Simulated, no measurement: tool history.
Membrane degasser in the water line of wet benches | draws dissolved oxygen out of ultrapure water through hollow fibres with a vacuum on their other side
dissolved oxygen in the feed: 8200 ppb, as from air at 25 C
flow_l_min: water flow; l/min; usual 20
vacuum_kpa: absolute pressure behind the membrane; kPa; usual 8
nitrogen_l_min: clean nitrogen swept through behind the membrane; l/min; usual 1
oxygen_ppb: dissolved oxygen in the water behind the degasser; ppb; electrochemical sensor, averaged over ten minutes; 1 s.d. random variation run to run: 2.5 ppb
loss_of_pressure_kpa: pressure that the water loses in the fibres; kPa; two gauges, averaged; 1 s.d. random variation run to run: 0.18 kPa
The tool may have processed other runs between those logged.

run   hour  flow_l_min  vacuum_kpa  nitrogen_l_min  oxygen_ppb  loss_of_pressure_kpa
  1      0          20           8               1       253.3                 33.14
  2   27.7          20        19.5               1       717.5                 33.14
  3     67          20           8               1       250.9                 33.11
  4  122.5          20           8               1       252.5                  33.1
  5  168.3          20           8               1       251.5                 33.19
     171.9  -- vacuum gauge calibrated
  6  193.8          20           8               1       247.1                 32.96
  7  242.9          20           8               1       256.1                 33.06
     270.4  -- vacuum gauge calibrated, once more
  8  277.5          17         7.8            2.93        86.6                  28.6
  9  334.7          14        5.11            2.11        41.8                 23.35
 10  372.4          26        5.11            2.11       148.3                 43.27
 11  429.6          26        5.11            1.15       186.7                  43.1

Forecast each of these 4 alternatives for the next run:
  A  464.7          16       11.36            0.74           ?                     ?
  B  464.7          18        9.98            1.15           ?                     ?
  C  464.7          20        9.46               1           ?                     ?
  D  464.7          12        5.11            1.15           ?                     ?

run  oxygen_ppb  loss_of_pressure_kpa
  A       390.8                 26.19
  B       267.6                 29.79
  C       315.9                    33
  D        53.6                 19.97
With the hidden condition removed and each run's random variation left untouched, the same runs would have given:
run  oxygen_ppb  loss_of_pressure_kpa
  A       385.9                 26.07
  B       263.6                 29.66
  C       312.2                 32.85
  D        52.2                 19.88

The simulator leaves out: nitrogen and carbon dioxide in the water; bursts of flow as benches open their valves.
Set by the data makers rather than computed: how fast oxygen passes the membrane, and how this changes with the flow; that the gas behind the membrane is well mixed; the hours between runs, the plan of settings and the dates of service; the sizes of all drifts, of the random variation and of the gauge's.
